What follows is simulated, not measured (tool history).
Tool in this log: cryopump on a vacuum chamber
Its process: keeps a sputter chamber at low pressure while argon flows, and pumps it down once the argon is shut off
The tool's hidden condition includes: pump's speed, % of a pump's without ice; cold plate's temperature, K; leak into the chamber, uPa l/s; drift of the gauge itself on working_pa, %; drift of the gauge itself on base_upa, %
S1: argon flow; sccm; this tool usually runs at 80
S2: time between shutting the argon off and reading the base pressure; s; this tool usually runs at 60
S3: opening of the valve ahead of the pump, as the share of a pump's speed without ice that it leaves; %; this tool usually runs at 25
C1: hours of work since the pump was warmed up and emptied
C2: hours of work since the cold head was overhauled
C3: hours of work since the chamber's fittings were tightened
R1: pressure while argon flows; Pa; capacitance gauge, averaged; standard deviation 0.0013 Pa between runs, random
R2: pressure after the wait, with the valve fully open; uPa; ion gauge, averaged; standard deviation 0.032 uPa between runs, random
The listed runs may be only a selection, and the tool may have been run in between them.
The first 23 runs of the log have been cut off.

| run | hour | S1 | S2 | S3 | C1 | C2 | C3 | R1 | R2 |
|---|---|---|---|---|---|---|---|---|---|
| 24 | 534.2 | 92 | 229 | 22 | 506 | 506 | 1310 | 0.5288 | 2.04 |
| 25 | 560.8 | 34 | 25 | 22 | 517 | 517 | 1321 | 0.1962 | 5.10 |
| 26 | 583.9 | 58 | 60 | 31 | 526 | 526 | 1331 | 0.2392 | 3.10 |
| 27 | 611.9 | 58 | 297 | 16 | 538 | 538 | 1342 | 0.4571 | 1.92 |
| 28 | 638.1 | 34 | 297 | 41 | 549 | 549 | 1353 | 0.1080 | 1.94 |
| 29 | 653.2 | 34 | 297 | 41 | 555 | 555 | 1359 | 0.1083 | 1.99 |
|  | 657.8 | leaking fittings of the chamber tightened, without venting |
| 30 | 683.5 | 34 | 297 | 41 | 566 | 566 | 11 | 0.1077 | 0.60 |
| 31 | 706.4 | 34 | 297 | 41 | 576 | 576 | 20 | 0.1078 | 0.58 |
| 32 | 730.9 | 115 | 26 | 46 | 586 | 586 | 30 | 0.3280 | 3.74 |
| 33 | 752.7 | 115 | 26 | 46 | 594 | 594 | 39 | 0.3259 | 3.72 |

What if the next run were any one of these 5? Each begins from the tool's condition after run 33:
| A | 767.4 | 42 | 26 | 25 | 600 | 600 | 45 | ? | ? |
| B | 767.4 | 123 | 28 | 42 | 600 | 600 | 45 | ? | ? |
| C | 767.4 | 80 | 28 | 31 | 600 | 600 | 45 | ? | ? |
| D | 767.4 | 118 | 22 | 18 | 600 | 600 | 45 | ? | ? |
| E | 767.4 | 46 | 20 | 46 | 600 | 600 | 45 | ? | ? |

| run | R1 | R2 |
|---|---|---|
| A | 0.2143 | 3.68 |
| B | 0.3831 | 3.36 |
| C | 0.3324 | 3.54 |
| D | 0.8320 | 4.28 |
| E | 0.1318 | 4.67 |
With the hidden condition removed and each run's random variation left untouched, the same runs would have given:
| run | R1 | R2 |
|---|---|---|
| A | 0.2074 | 3.56 |
| B | 0.3629 | 3.25 |
| C | 0.3192 | 3.43 |
| D | 0.8126 | 4.16 |
| E | 0.1242 | 4.55 |
